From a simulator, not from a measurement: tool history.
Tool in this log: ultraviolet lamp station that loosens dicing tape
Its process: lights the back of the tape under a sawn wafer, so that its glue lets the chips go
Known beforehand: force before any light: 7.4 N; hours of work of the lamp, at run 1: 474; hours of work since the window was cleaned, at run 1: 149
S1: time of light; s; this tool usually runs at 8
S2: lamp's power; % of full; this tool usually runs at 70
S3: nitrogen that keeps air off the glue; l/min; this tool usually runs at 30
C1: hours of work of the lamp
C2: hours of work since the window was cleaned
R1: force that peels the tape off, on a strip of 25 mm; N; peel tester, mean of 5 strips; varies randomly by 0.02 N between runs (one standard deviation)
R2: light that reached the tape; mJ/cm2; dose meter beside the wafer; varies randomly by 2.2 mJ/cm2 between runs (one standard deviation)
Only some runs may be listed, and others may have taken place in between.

run    day  S1  S2  S3   C1   C2     R1   R2
  1      0   8  70  30  474  149  1.419  159
  2  1.204   8  70  30  490  165  1.387  155
  3  2.246   8  70  20  504  178  1.687  159
  4  2.804   5  70  20  511  186  2.854   98
  5  3.933   5  70  20  526  201  2.849   95
  6  5.146   5  70  20  542  216  2.881   96
  7  6.412   8  70  10  558  233  2.145  151
     6.542  -- window cleaned of glue's vapour
  8  7.088   8  70  10  567    7  2.331  142
  9   7.75   8  70  10  576   16  2.401  139
 10  8.692   8  70  10  588   28  2.415  139

For some of the steps in R1 from one run to the next: how much would appear even if the tool had no hidden state, given the settings, what came in and random variation, and how much remains for the hidden state plus any gauge scatter that the measured result and the result without hidden state don't share?
Hidden state at play: lamp's light, % of a new lamp's; light that the window lets through, % of a clean one's; drift of the gauge itself on peel_n, %; drift of the gauge itself on dose_mj_cm2, %.
Run 3 -> 4: S1 8 -> 5. R1 +1.167 N: hidden state +0.12, all else +1.047.
Run 7 -> 8: window cleaned of glue's vapour. R1 +0.186 N: hidden state +0.178, all else +0.008.
